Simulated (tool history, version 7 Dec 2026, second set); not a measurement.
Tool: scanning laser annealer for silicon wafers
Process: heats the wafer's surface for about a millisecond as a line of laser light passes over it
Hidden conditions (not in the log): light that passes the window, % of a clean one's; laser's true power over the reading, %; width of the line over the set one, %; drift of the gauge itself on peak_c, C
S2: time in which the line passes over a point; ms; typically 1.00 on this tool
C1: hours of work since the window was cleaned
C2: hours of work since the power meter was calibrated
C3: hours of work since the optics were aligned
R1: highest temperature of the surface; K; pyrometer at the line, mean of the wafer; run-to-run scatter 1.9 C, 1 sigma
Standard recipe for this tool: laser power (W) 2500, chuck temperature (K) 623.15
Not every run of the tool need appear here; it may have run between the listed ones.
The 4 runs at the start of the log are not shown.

{"run": 5, "hour": 197.2, "laser power (W)": 2500, "S2": 1.0, "chuck temperature (K)": 644.15, "C1": 390, "C2": 453, "C3": 734, "R1": 1315.15}
{"run": 6, "hour": 258.6, "laser power (W)": 2500, "S2": 0.96, "chuck temperature (K)": 644.15, "C1": 415, "C2": 478, "C3": 759, "R1": 1299.15}
{"hour": 270.5, "done": "window over the wafer cleaned"}
{"run": 7, "hour": 322.2, "laser power (W)": 2500, "S2": 1.0, "chuck temperature (K)": 596.15, "C1": 21, "C2": 503, "C3": 784, "R1": 1247.15}
{"run": 8, "hour": 380.7, "laser power (W)": 2500, "S2": 1.0, "chuck temperature (K)": 623.15, "C1": 44, "C2": 527, "C3": 808, "R1": 1269.15}
{"run": 9, "hour": 411.0, "laser power (W)": 2500, "S2": 1.0, "chuck temperature (K)": 623.15, "C1": 57, "C2": 539, "C3": 820, "R1": 1269.15}
{"run": 10, "hour": 452.0, "laser power (W)": 2500, "S2": 1.0, "chuck temperature (K)": 623.15, "C1": 73, "C2": 555, "C3": 836, "R1": 1267.15}
{"run": 11, "hour": 478.7, "laser power (W)": 2500, "S2": 1.0, "chuck temperature (K)": 623.15, "C1": 84, "C2": 566, "C3": 847, "R1": 1265.15}
{"run": 12, "hour": 530.8, "laser power (W)": 2500, "S2": 1.0, "chuck temperature (K)": 623.15, "C1": 105, "C2": 587, "C3": 868, "R1": 1259.15}
{"run": 13, "hour": 573.4, "laser power (W)": 2500, "S2": 1.0, "chuck temperature (K)": 623.15, "C1": 122, "C2": 604, "C3": 885, "R1": 1258.15}
{"run": 14, "hour": 603.1, "laser power (W)": 2500, "S2": 1.0, "chuck temperature (K)": 623.15, "C1": 134, "C2": 616, "C3": 897, "R1": 1256.15}
{"hour": 651.6, "done": "window over the wafer cleaned, once more"}
{"run": 15, "hour": 656.7, "laser power (W)": 2500, "S2": 1.0, "chuck temperature (K)": 623.15, "C1": 2, "C2": 637, "C3": 918, "R1": 1340.15}
{"run": 16, "hour": 684.4, "laser power (W)": 2500, "S2": 1.0, "chuck temperature (K)": 623.15, "C1": 13, "C2": 648, "C3": 929, "R1": 1343.15}
{"run": 17, "hour": 713.2, "laser power (W)": 2500, "S2": 0.8, "chuck temperature (K)": 602.15, "C1": 25, "C2": 660, "C3": 941, "R1": 1237.15}
{"run": 18, "hour": 746.2, "laser power (W)": 2500, "S2": 0.8, "chuck temperature (K)": 602.15, "C1": 38, "C2": 673, "C3": 954, "R1": 1232.15}
{"run": 19, "hour": 779.0, "laser power (W)": 2500, "S2": 0.8, "chuck temperature (K)": 602.15, "C1": 51, "C2": 686, "C3": 967, "R1": 1233.15}

What does the tool deliver on the next run?
{"run": 20, "hour": 834.3, "laser power (W)": 2532, "S2": 0.7, "chuck temperature (K)": 637.15, "C1": 74, "C2": 709, "C3": 990, "R1": "?"}

R1: 1229.15 K
The same run, on a tool lacking any hidden state, would have yielded R1 1250.15 K.
